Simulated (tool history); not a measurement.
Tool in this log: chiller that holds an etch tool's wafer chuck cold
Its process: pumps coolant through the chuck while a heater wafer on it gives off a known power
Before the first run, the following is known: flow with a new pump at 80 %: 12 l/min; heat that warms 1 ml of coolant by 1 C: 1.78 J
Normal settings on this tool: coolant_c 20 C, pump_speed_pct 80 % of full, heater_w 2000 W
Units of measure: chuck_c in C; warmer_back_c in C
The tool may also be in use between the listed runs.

Run 1, hour 0.0: usual settings. Result: chuck_c 32.4 C, warmer_back_c 5.66 C.
Run 2, hour 78.3: usual settings. Result: chuck_c 32.3 C, warmer_back_c 5.56 C.
Run 3, hour 122.6: usual settings. Result: chuck_c 32.4 C, warmer_back_c 5.65 C.
Run 4, hour 181.4: usual settings. Result: chuck_c 32.4 C, warmer_back_c 5.63 C.
Run 5, hour 257.1: usual settings. Result: chuck_c 32.2 C, warmer_back_c 5.62 C.
Run 6, hour 313.6: usual settings. Result: chuck_c 32.2 C, warmer_back_c 5.70 C.
Run 7, hour 348.7: usual settings. Result: chuck_c 32.2 C, warmer_back_c 5.66 C.
Run 8, hour 407.2: usual settings but pump_speed_pct 90 % of full. Result: chuck_c 31.1 C, warmer_back_c 4.96 C.
Run 9, hour 469.4: usual settings but coolant_c 11 C. Result: chuck_c 23.4 C, warmer_back_c 5.64 C.
Run 10, hour 533.4: usual settings. Result: chuck_c 32.2 C, warmer_back_c 5.67 C.
Run 11, hour 577.4: usual settings but heater_w 1370 W. Result: chuck_c 28.5 C, warmer_back_c 4.01 C.
Run 12, hour 654.1: usual settings but heater_w 1370 W. Result: chuck_c 28.5 C, warmer_back_c 3.97 C.
Run 13, hour 732.8: usual settings but heater_w 1370 W. Result: chuck_c 28.4 C, warmer_back_c 3.91 C.
Run 14, hour 784.8: usual settings. Result: chuck_c 32.3 C, warmer_back_c 5.75 C.
Run 15, hour 826.5: usual settings but pump_speed_pct 85 % of full. Result: chuck_c 31.7 C, warmer_back_c 5.36 C.
Run 16, hour 913.4: usual settings but pump_speed_pct 85 % of full. Result: chuck_c 31.8 C, warmer_back_c 5.42 C.
Run 17, hour 989.3: usual settings but coolant_c 30 C, heater_w 1152 W. Result: chuck_c 37.1 C, warmer_back_c 3.40 C.
Run 18, hour 1072.9: usual settings but coolant_c 11 C, pump_speed_pct 86 % of full, heater_w 2966 W. Result: chuck_c 28.1 C, warmer_back_c 7.84 C.
Run 19, hour 1152.3: usual settings but coolant_c 11 C, pump_speed_pct 86 % of full, heater_w 2966 W. Result: chuck_c 28.4 C, warmer_back_c 7.90 C.
Run 20, hour 1220.3: usual settings but heater_w 1228 W. Result: chuck_c 27.2 C, warmer_back_c 3.63 C.
At hour 1265.1: gauge calibrated.
Run 21, hour 1288.3: usual settings but heater_w 1228 W. Result: chuck_c 27.5 C, warmer_back_c 3.45 C.
Run 22, hour 1339.2: usual settings but heater_w 2810 W. Result: chuck_c 37.3 C, warmer_back_c 7.91 C.
Run 23, hour 1383.8: usual settings but coolant_c 21 C, pump_speed_pct 86 % of full, heater_w 1053 W. Result: chuck_c 27.0 C, warmer_back_c 2.74 C.
Run 24, hour 1460.3: usual settings but coolant_c 27 C, pump_speed_pct 86 % of full, heater_w 2975 W. Result: chuck_c 44.1 C, warmer_back_c 7.70 C.
At hour 1499.6: coolant changed, channels flushed.
Run 25, hour 1512.6: usual settings but coolant_c 27 C, pump_speed_pct 86 % of full, heater_w 2975 W. Result: chuck_c 44.3 C, warmer_back_c 7.73 C.
Run 26, hour 1561.7: usual settings but coolant_c 14 C, pump_speed_pct 96 % of full, heater_w 2975 W. Result: chuck_c 30.0 C, warmer_back_c 6.79 C.
Run 27, hour 1646.9: usual settings but coolant_c 26 C, pump_speed_pct 76 % of full, heater_w 2086 W. Result: chuck_c 39.4 C, warmer_back_c 6.27 C.
Run 28, hour 1702.9: usual settings but coolant_c 15 C, pump_speed_pct 63 % of full, heater_w 2086 W. Result: chuck_c 30.5 C, warmer_back_c 7.73 C.
Run 29, hour 1789.4: usual settings but coolant_c 14 C, pump_speed_pct 75 % of full, heater_w 2048 W. Result: chuck_c 27.2 C, warmer_back_c 6.25 C.
Run 30, hour 1868.6: usual settings but coolant_c 22 C, pump_speed_pct 77 % of full, heater_w 1058 W. Result: chuck_c 28.9 C, warmer_back_c 3.23 C.
Run 31, hour 1905.6: usual settings but coolant_c 13 C, pump_speed_pct 97 % of full. Result: chuck_c 23.5 C, warmer_back_c 4.62 C.

Forecast each of these 5 alternatives for the next run:
Run A, hour 1962.2: usual settings but coolant_c 12 C, pump_speed_pct 73 % of full, heater_w 1219 W. Result: chuck_c ?, warmer_back_c ?.
Run B, hour 1962.2: usual settings but coolant_c 28 C, pump_speed_pct 91 % of full, heater_w 2189 W. Result: chuck_c ?, warmer_back_c ?.
Run C, hour 1962.2: usual settings but coolant_c 25 C, pump_speed_pct 73 % of full, heater_w 1039 W. Result: chuck_c ?, warmer_back_c ?.
Run D, hour 1962.2: usual settings but pump_speed_pct 63 % of full. Result: chuck_c ?, warmer_back_c ?.
Run E, hour 1962.2: usual settings but coolant_c 13 C, pump_speed_pct 97 % of full, heater_w 2875 W. Result: chuck_c ?, warmer_back_c ?.

run  chuck_c  warmer_back_c
  A     20.0           3.90
  B     40.0           5.46
  C     31.9           3.33
  D     35.1           7.53
  E     28.1           6.62
With no hidden state in the tool, these same runs would have given:
run  chuck_c  warmer_back_c
  A     20.0           3.79
  B     40.0           5.34
  C     31.9           3.21
  D     35.1           7.41
  E     28.1           6.50

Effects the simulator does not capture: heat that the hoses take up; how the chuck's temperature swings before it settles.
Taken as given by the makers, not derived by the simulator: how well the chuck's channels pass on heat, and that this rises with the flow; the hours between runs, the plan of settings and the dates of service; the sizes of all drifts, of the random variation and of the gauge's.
